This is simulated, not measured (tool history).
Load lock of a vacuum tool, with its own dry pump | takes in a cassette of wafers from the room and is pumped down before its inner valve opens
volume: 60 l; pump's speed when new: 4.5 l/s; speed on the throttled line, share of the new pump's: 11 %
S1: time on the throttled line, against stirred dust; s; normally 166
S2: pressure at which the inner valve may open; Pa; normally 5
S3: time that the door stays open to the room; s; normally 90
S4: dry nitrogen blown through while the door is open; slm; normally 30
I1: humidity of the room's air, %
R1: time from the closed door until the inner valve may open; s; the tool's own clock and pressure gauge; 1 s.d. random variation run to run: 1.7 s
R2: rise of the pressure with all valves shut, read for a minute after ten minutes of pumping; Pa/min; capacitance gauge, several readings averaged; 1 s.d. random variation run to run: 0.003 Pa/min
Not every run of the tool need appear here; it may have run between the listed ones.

Run 1, hour 0: usual settings; I1 43.8. Result: R1 282.6 s, R2 0.03 Pa/min.
Run 2, hour 102.2: usual settings but S1 290 s; I1 46.3. Result: R1 394.2 s, R2 0.034 Pa/min.
Run 3, hour 280.8: usual settings but S1 290 s; I1 44.2. Result: R1 393.1 s, R2 0.035 Pa/min.
Run 4, hour 472.1: usual settings but S1 102 s; I1 43.1. Result: R1 228 s, R2 0.037 Pa/min.
Run 5, hour 600.2: usual settings but S3 159 s; I1 44.6. Result: R1 284.3 s, R2 0.044 Pa/min.
Run 6, hour 797.1: usual settings; I1 45.6. Result: R1 282.8 s, R2 0.032 Pa/min.
Run 7, hour 960.5: usual settings; I1 44.3. Result: R1 282.9 s, R2 0.033 Pa/min.
Run 8, hour 1108.8: usual settings but S4 5 slm; I1 44.6. Result: R1 283 s, R2 0.053 Pa/min.
Run 9, hour 1248.2: usual settings but S4 5 slm; I1 48.9. Result: R1 283.8 s, R2 0.058 Pa/min.
Run 10, hour 1356: usual settings but S4 4 slm; I1 45.8. Result: R1 282.1 s, R2 0.056 Pa/min.
Run 11, hour 1538.7: usual settings; I1 44.2. Result: R1 283.2 s, R2 0.029 Pa/min.
Run 12, hour 1744.9: usual settings; I1 46.1. Result: R1 282.9 s, R2 0.031 Pa/min.
Run 13, hour 1932.7: usual settings but S3 132 s; I1 48.6. Result: R1 280.1 s, R2 0.045 Pa/min.
Run 14, hour 2142.4: usual settings but S3 132 s; I1 42.4. Result: R1 283 s, R2 0.035 Pa/min.
Run 15, hour 2293.7: usual settings but S3 132 s; I1 44.9. Result: R1 283.1 s, R2 0.039 Pa/min.
Run 16, hour 2442.2: usual settings but S4 7 slm; I1 45. Result: R1 279 s, R2 0.046 Pa/min.
Run 17, hour 2607.6: usual settings but S4 7 slm; I1 47.8. Result: R1 283.7 s, R2 0.052 Pa/min.
Run 18, hour 2824.2: usual settings; I1 45.5. Result: R1 284.4 s, R2 0.034 Pa/min.
Run 19, hour 2987.7: usual settings but S1 195 s; I1 44.2. Result: R1 306.6 s, R2 0.036 Pa/min.
Run 20, hour 3095.7: usual settings but S1 195 s, S3 40 s; I1 43.1. Result: R1 310.1 s, R2 0.025 Pa/min.
Run 21, hour 3289.3: usual settings but S1 123 s, S4 9 slm; I1 43.2. Result: R1 246.4 s, R2 0.05 Pa/min.
Run 22, hour 3470.1: usual settings but S1 137 s, S4 22 slm; I1 45.9. Result: R1 257.6 s, R2 0.031 Pa/min.
Run 23, hour 3560.7: usual settings but S2 4 Pa; I1 48.4. Result: R1 286.9 s, R2 0.037 Pa/min.
Run 24, hour 3758.2: usual settings but S3 114 s; I1 49.6. Result: R1 285.2 s, R2 0.041 Pa/min.
Run 25, hour 3875.5: usual settings but S1 128 s, S4 26 slm; I1 45.8. Result: R1 249.1 s, R2 0.034 Pa/min.
Run 26, hour 3965.2: usual settings but S1 128 s, S4 26 slm; I1 47.6. Result: R1 253.4 s, R2 0.032 Pa/min.
Run 27, hour 4179.5: usual settings but S1 128 s, S4 26 slm; I1 44.2. Result: R1 248.7 s, R2 0.037 Pa/min.
Run 28, hour 4390.5: usual settings but S1 105 s, S3 135 s; I1 45. Result: R1 232 s, R2 0.042 Pa/min.
Run 29, hour 4571.5: usual settings but S1 105 s, S3 135 s; I1 45.1. Result: R1 230.6 s, R2 0.046 Pa/min.
Run 30, hour 4710.3: usual settings but S1 177 s, S3 135 s; I1 47. Result: R1 296.8 s, R2 0.039 Pa/min.
Run 31, hour 4838.3: usual settings but S1 135 s; I1 44.2. Result: R1 257 s, R2 0.035 Pa/min.
Run 32, hour 5021.7: usual settings but S1 135 s, S3 73 s, S4 24 slm; I1 47. Result: R1 253.6 s, R2 0.037 Pa/min.
Run 33, hour 5181: usual settings but S1 135 s, S3 73 s, S4 24 slm; I1 46.7. Result: R1 255.6 s, R2 0.031 Pa/min.
Run 34, hour 5346.7: usual settings but S1 274 s, S2 6 Pa, S4 11 slm; I1 44.5. Result: R1 376 s, R2 0.042 Pa/min.
Run 35, hour 5443.9: usual settings but S1 211 s, S3 28 s; I1 47.2. Result: R1 320.8 s, R2 0.018 Pa/min.
Run 36, hour 5658.8: usual settings but S1 211 s, S3 28 s; I1 44.6. Result: R1 322.9 s, R2 0.015 Pa/min.
Run 37, hour 5800.7: usual settings but S1 211 s, S2 4 Pa, S3 28 s, S4 8 slm; I1 42.7. Result: R1 323.5 s, R2 0.024 Pa/min.

Taken out of this log: 1 entry between the listed runs. Where each belongs, and how the hidden state differs across it:
From run 4 to run 5: door's seal changed, seat wiped (hour 542.2)
  leak at the door's seal, Pa l/s: 0.004 -> 0.002

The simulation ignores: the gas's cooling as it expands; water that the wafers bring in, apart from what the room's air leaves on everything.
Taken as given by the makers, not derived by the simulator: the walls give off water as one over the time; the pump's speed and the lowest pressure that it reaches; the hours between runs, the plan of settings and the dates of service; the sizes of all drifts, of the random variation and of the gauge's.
